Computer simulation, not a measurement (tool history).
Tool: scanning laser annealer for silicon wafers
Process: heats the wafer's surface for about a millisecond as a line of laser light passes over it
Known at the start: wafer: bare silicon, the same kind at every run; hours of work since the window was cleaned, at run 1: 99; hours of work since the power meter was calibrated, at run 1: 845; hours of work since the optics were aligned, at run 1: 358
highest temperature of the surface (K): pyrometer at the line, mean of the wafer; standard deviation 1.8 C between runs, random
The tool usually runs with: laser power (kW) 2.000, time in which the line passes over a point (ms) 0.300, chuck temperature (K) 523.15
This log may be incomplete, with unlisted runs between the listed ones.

run,hour,laser power (kW),time in which the line passes over a point (ms),chuck temperature (K),hours of work since the window was cleaned,hours of work since the power meter was calibrated,hours of work since the optics were aligned,highest temperature of the surface (K)
1,0.0,2.000,0.300,523.15,99,845,358,1303.15
2,32.7,2.000,0.300,523.15,123,868,382,1304.15
3,54.1,2.000,0.300,523.15,138,884,397,1305.15
4,79.7,2.000,0.300,523.15,157,902,415,1301.15
5,96.2,2.000,0.300,523.15,168,914,427,1296.15
6,118.2,2.000,0.300,523.15,184,930,443,1297.15
7,133.9,2.000,0.324,523.15,195,941,454,1324.15
8,159.5,2.000,0.291,503.15,214,959,473,1266.15
9,182.9,2.000,0.329,520.15,231,976,490,1324.15
10,200.2,2.000,0.329,520.15,243,989,502,1325.15
11,218.2,2.000,0.329,520.15,256,1002,515,1327.15

Below, some changes in highest temperature of the surface (K) between adjacent runs. For each, the amount present without the hidden state too (settings, incoming material, random variation) and the amount remaining for the hidden state with gauge scatter not shared by both compared results:
The tool's hidden condition here consists of: light that passes the window, % of a clean one's; laser's true power over the reading, %; width of the line over the set one, %; drift of the gauge itself on peak_c, C.
Run 7 -> 8: time in which the line passes over a point (ms) 0.324 -> 0.291, chuck temperature (K) 523.15 -> 503.15. highest temperature of the surface (K) -58.00: hidden state +0.00, all else -58.00.
Run 8 -> 9: time in which the line passes over a point (ms) 0.291 -> 0.329, chuck temperature (K) 503.15 -> 520.15. highest temperature of the surface (K) +58.00: hidden state -3.00, all else +61.00.

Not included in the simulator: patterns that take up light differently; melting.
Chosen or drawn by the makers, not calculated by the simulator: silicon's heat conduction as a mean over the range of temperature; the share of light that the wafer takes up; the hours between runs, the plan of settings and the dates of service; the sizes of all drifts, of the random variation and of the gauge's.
